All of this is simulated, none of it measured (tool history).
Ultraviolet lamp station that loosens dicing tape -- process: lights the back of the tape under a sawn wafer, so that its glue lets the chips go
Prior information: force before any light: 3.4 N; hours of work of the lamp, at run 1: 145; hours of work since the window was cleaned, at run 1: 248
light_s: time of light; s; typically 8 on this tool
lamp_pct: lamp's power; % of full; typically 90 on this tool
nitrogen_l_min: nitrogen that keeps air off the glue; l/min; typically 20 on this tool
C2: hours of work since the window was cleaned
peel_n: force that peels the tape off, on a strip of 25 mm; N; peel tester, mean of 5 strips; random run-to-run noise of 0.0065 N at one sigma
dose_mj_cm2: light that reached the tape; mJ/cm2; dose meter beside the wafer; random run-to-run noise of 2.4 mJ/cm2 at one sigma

{"run": 1, "hour": 0.0, "light_s": 8, "lamp_pct": 90, "nitrogen_l_min": 20, "hours of work of the lamp": 145, "C2": 248, "peel_n": 0.244, "dose_mj_cm2": 221}
{"run": 2, "hour": 7.0, "light_s": 8, "lamp_pct": 90, "nitrogen_l_min": 7, "hours of work of the lamp": 149, "C2": 252, "peel_n": 0.479, "dose_mj_cm2": 221}
{"run": 3, "hour": 13.3, "light_s": 8, "lamp_pct": 90, "nitrogen_l_min": 7, "hours of work of the lamp": 154, "C2": 257, "peel_n": 0.49, "dose_mj_cm2": 216}
{"run": 4, "hour": 22.2, "light_s": 8, "lamp_pct": 90, "nitrogen_l_min": 20, "hours of work of the lamp": 160, "C2": 263, "peel_n": 0.256, "dose_mj_cm2": 219}
{"run": 5, "hour": 28.0, "light_s": 8, "lamp_pct": 90, "nitrogen_l_min": 20, "hours of work of the lamp": 164, "C2": 267, "peel_n": 0.25, "dose_mj_cm2": 220}
{"run": 6, "hour": 38.7, "light_s": 8, "lamp_pct": 90, "nitrogen_l_min": 20, "hours of work of the lamp": 171, "C2": 274, "peel_n": 0.249, "dose_mj_cm2": 218}
{"run": 7, "hour": 43.6, "light_s": 9, "lamp_pct": 90, "nitrogen_l_min": 20, "hours of work of the lamp": 175, "C2": 277, "peel_n": 0.224, "dose_mj_cm2": 246}
{"run": 8, "hour": 50.2, "light_s": 9, "lamp_pct": 90, "nitrogen_l_min": 20, "hours of work of the lamp": 179, "C2": 282, "peel_n": 0.203, "dose_mj_cm2": 241}
{"run": 9, "hour": 55.7, "light_s": 9, "lamp_pct": 61, "nitrogen_l_min": 20, "hours of work of the lamp": 183, "C2": 286, "peel_n": 0.396, "dose_mj_cm2": 168}
{"run": 10, "hour": 62.5, "light_s": 9, "lamp_pct": 61, "nitrogen_l_min": 20, "hours of work of the lamp": 187, "C2": 290, "peel_n": 0.39, "dose_mj_cm2": 165}
{"run": 11, "hour": 71.3, "light_s": 9, "lamp_pct": 61, "nitrogen_l_min": 20, "hours of work of the lamp": 194, "C2": 296, "peel_n": 0.406, "dose_mj_cm2": 164}
{"run": 12, "hour": 81.7, "light_s": 9, "lamp_pct": 61, "nitrogen_l_min": 20, "hours of work of the lamp": 201, "C2": 303, "peel_n": 0.403, "dose_mj_cm2": 162}
{"run": 13, "hour": 86.8, "light_s": 10, "lamp_pct": 90, "nitrogen_l_min": 20, "hours of work of the lamp": 204, "C2": 307, "peel_n": 0.203, "dose_mj_cm2": 267}
{"run": 14, "hour": 96.2, "light_s": 8, "lamp_pct": 90, "nitrogen_l_min": 20, "hours of work of the lamp": 211, "C2": 313, "peel_n": 0.27, "dose_mj_cm2": 211}
{"run": 15, "hour": 101.1, "light_s": 8, "lamp_pct": 90, "nitrogen_l_min": 20, "hours of work of the lamp": 214, "C2": 317, "peel_n": 0.267, "dose_mj_cm2": 211}
{"run": 16, "hour": 106.2, "light_s": 10, "lamp_pct": 90, "nitrogen_l_min": 28, "hours of work of the lamp": 217, "C2": 320, "peel_n": 0.182, "dose_mj_cm2": 264}
{"run": 17, "hour": 117.1, "light_s": 7, "lamp_pct": 66, "nitrogen_l_min": 20, "hours of work of the lamp": 225, "C2": 328, "peel_n": 0.542, "dose_mj_cm2": 136}
{"run": 18, "hour": 127.9, "light_s": 9, "lamp_pct": 90, "nitrogen_l_min": 20, "hours of work of the lamp": 232, "C2": 335, "peel_n": 0.241, "dose_mj_cm2": 233}
{"run": 19, "hour": 138.4, "light_s": 12, "lamp_pct": 77, "nitrogen_l_min": 10, "hours of work of the lamp": 239, "C2": 342, "peel_n": 0.28, "dose_mj_cm2": 268}
{"run": 20, "hour": 144.0, "light_s": 8, "lamp_pct": 78, "nitrogen_l_min": 10, "hours of work of the lamp": 243, "C2": 346, "peel_n": 0.535, "dose_mj_cm2": 179}
{"run": 21, "hour": 151.6, "light_s": 8, "lamp_pct": 78, "nitrogen_l_min": 10, "hours of work of the lamp": 248, "C2": 351, "peel_n": 0.53, "dose_mj_cm2": 174}
{"run": 22, "hour": 157.4, "light_s": 8, "lamp_pct": 78, "nitrogen_l_min": 10, "hours of work of the lamp": 252, "C2": 355, "peel_n": 0.553, "dose_mj_cm2": 180}
{"run": 23, "hour": 166.6, "light_s": 5, "lamp_pct": 90, "nitrogen_l_min": 32, "hours of work of the lamp": 259, "C2": 361, "peel_n": 0.454, "dose_mj_cm2": 127}
{"run": 24, "hour": 173.3, "light_s": 8, "lamp_pct": 90, "nitrogen_l_min": 8, "hours of work of the lamp": 263, "C2": 366, "peel_n": 0.484, "dose_mj_cm2": 201}
{"run": 25, "hour": 178.4, "light_s": 13, "lamp_pct": 91, "nitrogen_l_min": 20, "hours of work of the lamp": 267, "C2": 370, "peel_n": 0.161, "dose_mj_cm2": 336}
{"run": 26, "hour": 184.1, "light_s": 8, "lamp_pct": 86, "nitrogen_l_min": 20, "hours of work of the lamp": 271, "C2": 373, "peel_n": 0.305, "dose_mj_cm2": 192}
{"run": 27, "hour": 189.2, "light_s": 8, "lamp_pct": 86, "nitrogen_l_min": 20, "hours of work of the lamp": 274, "C2": 377, "peel_n": 0.319, "dose_mj_cm2": 193}
{"run": 28, "hour": 194.5, "light_s": 10, "lamp_pct": 87, "nitrogen_l_min": 23, "hours of work of the lamp": 278, "C2": 381, "peel_n": 0.212, "dose_mj_cm2": 246}

3 ways to go on from here, each from the tool as it stands after run 28. What would each give?
{"run": "A", "hour": 205.2, "light_s": 11, "lamp_pct": 83, "nitrogen_l_min": 11, "hours of work of the lamp": 285, "C2": 388, "peel_n": "?", "dose_mj_cm2": "?"}
{"run": "B", "hour": 205.2, "light_s": 10, "lamp_pct": 79, "nitrogen_l_min": 20, "hours of work of the lamp": 285, "C2": 388, "peel_n": "?", "dose_mj_cm2": "?"}
{"run": "C", "hour": 205.2, "light_s": 10, "lamp_pct": 92, "nitrogen_l_min": 8, "hours of work of the lamp": 285, "C2": 388, "peel_n": "?", "dose_mj_cm2": "?"}

run=A peel_n=0.286 dose_mj_cm2=260
run=B peel_n=0.258 dose_mj_cm2=218
run=C peel_n=0.343 dose_mj_cm2=259
With the hidden condition removed and each run's random variation left untouched, the same runs would have given:
run=A peel_n=0.207 dose_mj_cm2=329
run=B peel_n=0.194 dose_mj_cm2=277
run=C peel_n=0.238 dose_mj_cm2=328
